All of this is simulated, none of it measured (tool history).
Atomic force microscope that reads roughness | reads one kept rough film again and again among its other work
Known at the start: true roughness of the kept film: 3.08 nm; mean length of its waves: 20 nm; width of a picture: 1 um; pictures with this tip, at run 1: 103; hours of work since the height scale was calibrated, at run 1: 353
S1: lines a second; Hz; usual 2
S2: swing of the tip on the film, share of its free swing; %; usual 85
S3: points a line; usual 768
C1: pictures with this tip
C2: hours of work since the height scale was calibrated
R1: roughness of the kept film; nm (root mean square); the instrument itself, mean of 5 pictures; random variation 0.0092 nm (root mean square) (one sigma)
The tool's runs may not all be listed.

Run 1, day 0: usual settings; C1 103; C2 353. Result: R1 1.771 nm (root mean square).
At day 1.012: new tip fitted.
Run 2, day 2: usual settings; C1 22; C2 375. Result: R1 2.011 nm (root mean square).
Run 3, day 3.479: usual settings; C1 55; C2 392. Result: R1 1.9 nm (root mean square).
Run 4, day 4.475: usual settings; C1 77; C2 403. Result: R1 1.856 nm (root mean square).
At day 6.633: new tip fitted.
Run 5, day 6.708: usual settings; C1 1; C2 428. Result: R1 2.061 nm (root mean square).
Run 6, day 9.067: usual settings; C1 54; C2 454. Result: R1 1.944 nm (root mean square).
Run 7, day 10.667: usual settings; C1 89; C2 472. Result: R1 1.822 nm (root mean square).
At day 12.362: new tip fitted.
Run 8, day 12.808: usual settings; C1 10; C2 496. Result: R1 2.01 nm (root mean square).
Run 9, day 14.871: usual settings; C1 56; C2 519. Result: R1 1.892 nm (root mean square).
Run 10, day 16.783: usual settings but S2 86 %, S3 471; C1 99; C2 540. Result: R1 1.768 nm (root mean square).
At day 18.029: new tip fitted.
Run 11, day 18.512: usual settings but S2 86 %, S3 471; C1 11; C2 559. Result: R1 1.966 nm (root mean square).
Run 12, day 19.758: usual settings but S2 86 %, S3 471; C1 38; C2 573. Result: R1 1.9 nm (root mean square).

Run 13 comes next. What will it give?
Run 13, day 21.142: usual settings but S1 1.29 Hz, S2 86 %, S3 471; C1 69; C2 589. Result: R1 ?.

Run 13 gave R1 1.99 nm (root mean square).
Without the tool's hidden state the same run would have given R1 2.192 nm (root mean square).
